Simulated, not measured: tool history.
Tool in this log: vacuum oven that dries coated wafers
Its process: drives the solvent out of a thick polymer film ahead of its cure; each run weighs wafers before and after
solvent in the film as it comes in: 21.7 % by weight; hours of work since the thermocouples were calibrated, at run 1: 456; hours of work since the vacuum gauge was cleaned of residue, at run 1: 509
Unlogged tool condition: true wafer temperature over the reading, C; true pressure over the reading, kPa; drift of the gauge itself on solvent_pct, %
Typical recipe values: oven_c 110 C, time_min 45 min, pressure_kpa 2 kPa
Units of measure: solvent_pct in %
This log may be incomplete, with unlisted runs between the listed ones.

run    hour  oven_c  time_min  pressure_kpa  hours of work since the thermocouples were calibrated  hours of work since the vacuum gauge was cleaned of residue  solvent_pct
  1       0     110        45             2                                                    456                                                          509         1.56
  2    74.6     110        25             2                                                    489                                                          542         3.54
  3   120.6     110        25             2                                                    509                                                          562         3.55
  4   224.9     110        25             2                                                    555                                                          608         3.54
  5   295.7     110        45          3.26                                                    586                                                          640         2.13
  6   357.3     110        45             2                                                    614                                                          667         1.56
  7   449.9     110        45             2                                                    655                                                          708         1.55
  8   544.6     110        45          2.35                                                    697                                                          750         1.72
  9   631.8     110        45          2.35                                                    735                                                          788         1.71
 10   713.9     110        45          5.96                                                    772                                                          825         3.32
      720.8  -- vacuum gauge cleaned of residue and calibrated
      768.2  -- oven's thermocouples calibrated
 11   789.1     110        45          5.96                                                      9                                                           29         3.68
 12   843.4     110        45          5.96                                                     33                                                           53         3.68
 13   936.3     110        45          5.96                                                     74                                                           95         3.66
      966.5  -- vacuum gauge cleaned of residue and calibrated, once more
 14  1029.3     110        45          5.96                                                    115                                                           28         3.48
 15  1116.7     110        51          5.96                                                    154                                                           67         3.29
 16  1173.2     113        45             2                                                    179                                                           91         1.31
 17  1252.5     113        45             2                                                    214                                                          127         1.32
 18  1335.6     103        53             2                                                    250                                                          163         2.21
 19  1386.3     107        60          6.79                                                    273                                                          186         3.99
 20  1453.8     101        77          7.78                                                    303                                                          216         5.48
 21  1507.1     101        77          7.78                                                    326                                                          239         5.49
 22  1563.2     104        77          1.29                                                    351                                                          264         1.05
 23  1634.2     104        65          2.85                                                    383                                                          296         2.15
 24    1696     110        64           7.5                                                    410                                                          323         3.77
 25  1762.5      98        57          5.14                                                    439                                                          352         5.05
 26  1851.6     110        53             2                                                    479                                                          392         1.36
 27  1896.3     118        35          1.16                                                    499                                                          412         0.99
 28  2003.9     109        35          3.32                                                    546                                                          459          3.1
 29  2077.9     102        28          4.98                                                    579                                                          492         6.68
 30  2126.3     121        25           4.8                                                    600                                                          513          2.6
 31  2204.8     121        25           4.8                                                    635                                                          548         2.58
 32  2306.9     121        25           4.8                                                    680                                                          593         2.58
 33  2366.3     121        25           4.8                                                    707                                                          620         2.58

Take each entry between the runs: how does the hidden state at the last listed run before it differ from the hidden state at the first listed run after it?
After run 10, before run 11: vacuum gauge cleaned of residue and calibrated (hour 720.8); oven's thermocouples calibrated (hour 768.2)
  true wafer temperature over the reading, C: 1.27 -> -0.41; true pressure over the reading, kPa: 0.21 -> 0.356
  measured less the result without the state, solvent_pct: -0.11 -> +0.24 %
After run 13, before run 14: vacuum gauge cleaned of residue and calibrated, once more (hour 966.5)
  true wafer temperature over the reading, C: -0.34 -> -0.29; true pressure over the reading, kPa: 0.371 -> 0.022
  measured less the result without the state, solvent_pct: +0.23 -> +0.06 %

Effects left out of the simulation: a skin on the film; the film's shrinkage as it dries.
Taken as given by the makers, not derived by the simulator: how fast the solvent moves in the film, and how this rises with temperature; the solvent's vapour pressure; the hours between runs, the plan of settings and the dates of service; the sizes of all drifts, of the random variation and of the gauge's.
